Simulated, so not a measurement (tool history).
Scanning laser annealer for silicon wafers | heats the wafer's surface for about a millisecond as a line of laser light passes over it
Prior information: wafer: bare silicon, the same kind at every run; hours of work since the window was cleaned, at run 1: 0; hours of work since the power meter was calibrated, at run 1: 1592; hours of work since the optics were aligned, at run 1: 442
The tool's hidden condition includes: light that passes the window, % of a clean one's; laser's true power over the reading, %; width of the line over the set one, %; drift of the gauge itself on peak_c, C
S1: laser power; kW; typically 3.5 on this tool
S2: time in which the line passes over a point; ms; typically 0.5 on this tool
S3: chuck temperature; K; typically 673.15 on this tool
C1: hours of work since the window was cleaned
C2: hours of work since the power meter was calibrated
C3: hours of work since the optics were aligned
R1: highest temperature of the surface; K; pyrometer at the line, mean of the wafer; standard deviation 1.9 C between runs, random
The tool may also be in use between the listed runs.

run    hour     S1     S2      S3   C1    C2   C3       R1
  1       0    3.5    0.5  673.15    0  1592  442  1386.15
  2    49.4    3.5    0.5  697.15   29  1620  470  1407.15
  3     118    3.5    0.5  697.15   68  1660  510  1401.15
  4   200.3    3.5    0.5  697.15  116  1708  557  1399.15
  5   240.9    3.5    0.5  648.15  139  1731  581  1347.15
  6   309.7  3.738    0.5  673.15  179  1771  621  1432.15
  7   378.3  3.738    0.5  673.15  219  1811  660  1423.15
  8   423.1    3.5  0.381  673.15  245  1837  686  1272.15
  9     486    3.5  0.381  673.15  281  1873  723  1268.15
 10     563    3.5  0.381  673.15  326  1917  767  1264.15
 11   606.1    3.5  0.381  673.15  350  1942  792  1263.15
 12   671.3    3.5  0.381  673.15  388  1980  830  1262.15
 13   722.2    3.5  0.381  673.15  418  2009  859  1258.15
 14     805    3.5  0.381  673.15  465  2057  907  1253.15
 15     844    3.5  0.381  673.15  488  2080  930  1254.15
      917.1  -- window over the wafer cleaned
 16   917.8    3.5    0.5  673.15    0  2121  971  1376.15
      972.8  -- optics aligned, line set to its width
 17   994.4    3.5    0.5  673.15   42  2163   12  1387.15
 18  1069.9    3.5    0.5  673.15   85  2206   56  1386.15
 19  1143.7    3.5    0.5  673.15  128  2249   99  1382.15
 20    1193    3.5    0.5  673.15  157  2278  127  1379.15
 21  1259.6  3.099  0.512  673.15  195  2316  166  1284.15
 22  1316.7  3.727  0.443  673.15  228  2349  199  1385.15
 23  1358.8  3.614  0.427  650.15  253  2373  223  1317.15
 24  1396.7  3.014  0.543  650.15  274  2395  245  1253.15
 25  1453.9  3.014  0.543  650.15  308  2428  278  1247.15
 26  1504.1  3.229  0.369  643.15  336  2457  307  1174.15
 27  1553.3  3.229  0.369  643.15  365  2486  336  1170.15
 28  1633.3  3.206  0.401  637.15  411  2532  382  1181.15
 29  1669.3    3.5  0.418  673.15  432  2553  403  1294.15
 30  1711.3    3.5  0.353  673.15  456  2577  427  1237.15
 31  1782.2    3.5  0.353  673.15  497  2618  468  1234.15
     1838.3  -- window over the wafer cleaned
 32    1851    3.6  0.535  673.15    7  2657  507  1436.15
 33    1934  3.051  0.513  673.15   55  2705  555  1272.15
 34  2005.3  3.064  0.367  674.15   97  2746  596  1175.15
 35  2054.5  3.064  0.367  674.15  125  2774  624  1175.15
 36  2127.7  3.175  0.618  673.15  167  2817  667  1360.15
 37  2187.2   3.26  0.618  644.15  202  2851  701  1348.15
 38  2223.4   3.26  0.618  644.15  223  2872  722  1349.15
 39  2282.6  3.086    0.5  673.15  257  2906  756  1258.15
 40  2343.5  3.408  0.378  667.15  292  2942  791  1234.15

Predict each of these 5 candidate next runs independently; none follows another, all start after run 40:
  A  2392.7  3.169  0.378  650.15  321  2970  820   ?
  B  2392.7    3.5    0.5  682.15  321  2970  820   ?
  C  2392.7    3.5    0.5  660.15  321  2970  820   ?
  D  2392.7  3.082  0.378  635.15  321  2970  820   ?
  E  2392.7  3.554  0.597  648.15  321  2970  820   ?

run       R1
  A  1168.15
  B  1362.15
  C  1344.15
  D  1132.15
  E  1412.15
Had the tool no hidden state, the same runs would have come out as:
run       R1
  A  1206.15
  B  1412.15
  C  1393.15
  D  1168.15
  E  1467.15
